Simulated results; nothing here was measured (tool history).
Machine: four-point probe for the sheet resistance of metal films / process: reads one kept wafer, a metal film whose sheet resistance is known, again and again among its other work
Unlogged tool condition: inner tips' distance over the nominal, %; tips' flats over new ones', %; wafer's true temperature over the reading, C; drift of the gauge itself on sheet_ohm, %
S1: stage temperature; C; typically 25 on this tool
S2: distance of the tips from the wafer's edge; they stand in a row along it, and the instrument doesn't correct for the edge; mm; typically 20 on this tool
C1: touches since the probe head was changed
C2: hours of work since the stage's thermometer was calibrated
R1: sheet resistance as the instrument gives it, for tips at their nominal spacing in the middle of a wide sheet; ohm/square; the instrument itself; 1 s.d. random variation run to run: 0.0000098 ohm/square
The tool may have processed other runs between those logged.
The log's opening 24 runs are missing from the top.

| run | day | S1 | S2 | C1 | C2 | R1 |
|---|---|---|---|---|---|---|
| 25 | 98.204 | 35 | 12 | 54900 | 1354 | 0.049135 |
| 26 | 103.438 | 19 | 5 | 57476 | 1441 | 0.049875 |
|  | 107.6 | stage's thermometer calibrated |
| 27 | 108.608 | 24 | 12 | 60011 | 17 | 0.049423 |
| 28 | 114.021 | 28 | 3 | 62676 | 106 | 0.049999 |
| 29 | 117.346 | 19 | 50 | 64312 | 162 | 0.049578 |
| 30 | 120.979 | 25 | 8 | 66102 | 222 | 0.049504 |
| 31 | 125.55 | 25 | 5 | 68353 | 298 | 0.049701 |
| 32 | 128.838 | 29 | 15 | 69971 | 352 | 0.049304 |
|  | 133.938 | new probe head fitted |
| 33 | 134.488 | 27 | 4 | 271 | 445 | 0.049667 |
| 34 | 137.788 | 27 | 4 | 1897 | 500 | 0.049683 |
| 35 | 142.088 | 19 | 3 | 4014 | 571 | 0.050287 |
| 36 | 144.817 | 28 | 3 | 5359 | 617 | 0.04999 |
| 37 | 147.962 | 20 | 20 | 6907 | 669 | 0.049567 |
| 38 | 153.675 | 34 | 10 | 9720 | 764 | 0.049184 |
| 39 | 156.054 | 25 | 3 | 10891 | 803 | 0.050131 |
| 40 | 161.546 | 27 | 23 | 13595 | 894 | 0.049364 |
| 41 | 165.754 | 27 | 23 | 15667 | 964 | 0.049399 |
| 42 | 169.771 | 24 | 51 | 17644 | 1031 | 0.049486 |
| 43 | 172.817 | 27 | 10 | 19144 | 1081 | 0.049456 |
| 44 | 176.371 | 30 | 3 | 20895 | 1140 | 0.050036 |

What if the next run were any one of these 4? Each begins from the tool's condition after run 44:
| A | 181.204 | 31 | 7 | 23274 | 1220 | ? |
| B | 181.204 | 19 | 5 | 23274 | 1220 | ? |
| C | 181.204 | 28 | 3 | 23274 | 1220 | ? |
| D | 181.204 | 22 | 47 | 23274 | 1220 | ? |

| run | R1 |
|---|---|
| A | 0.049434 |
| B | 0.04995 |
| C | 0.050103 |
| D | 0.049569 |
Take away the tool's hidden state, keep each run's random variation, and the runs would have read:
| run | R1 |
|---|---|
| A | 0.049092 |
| B | 0.049603 |
| C | 0.049757 |
| D | 0.049224 |
